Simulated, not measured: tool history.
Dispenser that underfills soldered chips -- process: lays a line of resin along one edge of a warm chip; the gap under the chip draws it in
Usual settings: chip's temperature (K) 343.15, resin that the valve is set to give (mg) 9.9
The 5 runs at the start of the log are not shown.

run,hour,chip's temperature (K),resin that the valve is set to give (mg),hours of work since the syringe was changed,hours of work since the valve was cleaned,hours of work since the stage was calibrated,time until the resin shows at the far edge (s),resin that the valve gave (mg)
# hour 15.8: new syringe of resin
6,19,343.15,9.9,2,9,154,189.6,9.87
7,23.7,333.15,9.9,5,12,157,387.8,9.86
# hour 25: new syringe of resin
8,28.9,333.15,9.9,3,15,160,336.1,9.85
9,33,343.15,9.9,5,18,163,226.3,9.84
# hour 34.5: new syringe of resin
10,38.4,343.15,9.9,3,21,167,192.9,9.82
11,41.5,343.15,9.9,5,23,169,217.8,9.8
# hour 44.1: new syringe of resin
12,46.5,343.15,9.9,2,26,172,181.3,9.79
13,49.3,343.15,9.9,4,28,174,206.1,9.77
14,52.3,343.15,8.62,5,30,176,229.6,8.54
# hour 53.3: new syringe of resin
15,55.5,343.15,8.62,1,32,178,182.2,8.52
16,57.7,343.15,9.9,3,34,179,194.7,9.75
# hour 62.6: new syringe of resin
17,63,343.15,9.9,0,37,182,173.7,9.73
18,67.3,343.15,9.9,3,40,185,205,9.72
19,70.5,333.15,9.9,5,42,187,402,9.72
# hour 72.1: new syringe of resin
20,74.1,351.15,8.5,1,44,190,121.4,8.36
# hour 76.8: dispensing valve cleaned and set on the balance
21,77.5,350.15,12.62,3,0,191,136,12.61
22,81.7,350.15,12.62,6,3,194,160.7,12.61
# hour 82.4: new syringe of resin
23,85.6,350.15,12.62,2,6,196,132.5,12.56

What will run 24 give?
24,89.9,348.15,9.53,5,9,199,?,?

Run 24 measured time until the resin shows at the far edge (s) 175.9, resin that the valve gave (mg) 9.49.
On a tool with no hidden condition, and with the same random variation, this run would have come out at time until the resin shows at the far edge (s) 122.5, resin that the valve gave (mg) 9.54.

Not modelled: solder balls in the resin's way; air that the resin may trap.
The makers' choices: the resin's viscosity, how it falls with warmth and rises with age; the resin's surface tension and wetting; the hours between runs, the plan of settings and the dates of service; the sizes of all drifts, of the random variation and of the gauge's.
